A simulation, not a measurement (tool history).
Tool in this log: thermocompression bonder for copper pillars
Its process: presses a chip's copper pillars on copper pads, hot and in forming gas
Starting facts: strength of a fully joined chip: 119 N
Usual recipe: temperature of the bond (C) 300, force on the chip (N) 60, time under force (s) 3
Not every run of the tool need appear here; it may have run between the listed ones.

run    hour  temperature of the bond (C)  force on the chip (N)  time under force (s)  force that shears a chip off (N)
  1       0                          300                     60                     3                              68.7
  2      46                          300                     60                     3                              68.2
  3   129.8                          300                     60                     3                              68.8
  4   174.1                          303                     60                     3                              69.5
  5   262.4                          303                     60                     3                              68.2
  6   311.3                          303                     60                     3                              68.5
  7   353.4                          303                     60                     3                                67
      399.6  -- forming gas filter changed
  8   399.8                          300                     60                     3                              73.9
  9   487.3                          300                     60                     3                              72.4
 10   534.8                          300                     60                     3                              72.4
 11   613.8                          300                     37                     5                              56.9
 12     660                          300                     58                     2                              60.8
 13   738.1                          300                     58                     2                              58.9
 14   779.2                          300                     67                     3                              74.2
 15   830.5                          289                     62                     2                              54.5
 16   920.5                          323                     60                     3                              82.5
 17  1002.8                          301                     86                     2                              76.7
 18    1047                          311                     36                     9                              70.2
     1124.4  -- forming gas filter changed
 19  1130.1                          307                     66                     3                                83

Predict each of these 4 candidate next runs independently; none follows another, all start after run 19:
  A  1210.2                          317                     38                     3                                 ?
  B  1210.2                          277                     49                     2                                 ?
  C  1210.2                          300                     60                     3                                 ?
  D  1210.2                          320                     88                     2                                 ?

run  force that shears a chip off (N)
  A                              60.7
  B                              38.9
  C                              72.1
  D                              96.1
Without the tool's unlogged condition, the same runs would have read:
run  force that shears a chip off (N)
  A                              60.8
  B                              39.2
  C                              72.5
  D                              96.6
